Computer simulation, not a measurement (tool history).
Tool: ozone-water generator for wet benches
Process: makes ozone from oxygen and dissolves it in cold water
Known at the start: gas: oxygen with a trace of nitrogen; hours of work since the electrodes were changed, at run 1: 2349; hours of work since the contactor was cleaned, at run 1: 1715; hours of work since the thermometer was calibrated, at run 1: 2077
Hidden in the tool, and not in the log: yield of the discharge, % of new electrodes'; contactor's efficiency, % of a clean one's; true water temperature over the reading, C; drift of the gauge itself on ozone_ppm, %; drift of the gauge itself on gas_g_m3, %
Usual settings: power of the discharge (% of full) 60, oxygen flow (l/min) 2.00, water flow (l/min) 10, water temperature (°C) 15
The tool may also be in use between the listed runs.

run,hour,power of the discharge (% of full),oxygen flow (l/min),water flow (l/min),water temperature (°C),hours of work since the electrodes were changed,hours of work since the contactor was cleaned,hours of work since the thermometer was calibrated,dissolved ozone (ppm),ozone in the gas ahead of the water (g/m3)
1,0.0,60,2.00,10,15,2349,1715,2077,19.1,244.2
2,98.2,60,2.00,10,15,2435,1801,2163,19.2,242.3
3,157.0,60,2.00,10,15,2486,1852,2214,19.2,242.5
4,256.7,60,2.00,10,15,2573,1939,2301,19.1,241.0
5,326.6,60,2.00,10,12,2634,2000,2362,20.0,243.0
6,418.8,60,2.00,10,15,2715,2080,2443,19.2,240.2
7,508.5,60,2.00,10,15,2793,2158,2521,19.4,243.6
8,581.8,60,2.00,10,15,2857,2222,2585,19.4,244.1
9,687.7,77,2.00,10,15,2949,2315,2677,23.0,292.0
10,768.9,77,2.00,10,15,3020,2385,2748,22.9,290.6
# hour 821.4: contactor cleaned
11,837.9,60,3.45,10,17,3077,14,2805,17.9,169.9
12,889.7,60,3.45,10,17,3122,60,2850,17.9,171.3
13,953.9,60,3.45,10,17,3178,116,2906,17.5,171.2
14,1039.4,60,2.00,11,15,3252,190,2980,17.3,246.4
15,1153.3,60,2.14,11,8,3352,289,3080,18.6,235.1
16,1265.7,60,1.02,10,20,3450,387,3178,17.6,381.2
17,1375.1,60,1.02,13,18,3545,483,3273,13.2,386.9
18,1437.8,60,3.19,10,15,3600,537,3328,18.5,179.3

How the hidden state differs across the entries between the runs, from the last listed run before each to the first after it:
Between runs 10 and 11: contactor cleaned (hour 821.4)
  contactor's efficiency, % of a clean one's: 99.9 -> 100; drift of the gauge itself on gas_g_m3, %: 1 -> 1.09
  measured less the result without the state, ozone in the gas ahead of the water (g/m3): +2.6 -> +1.7
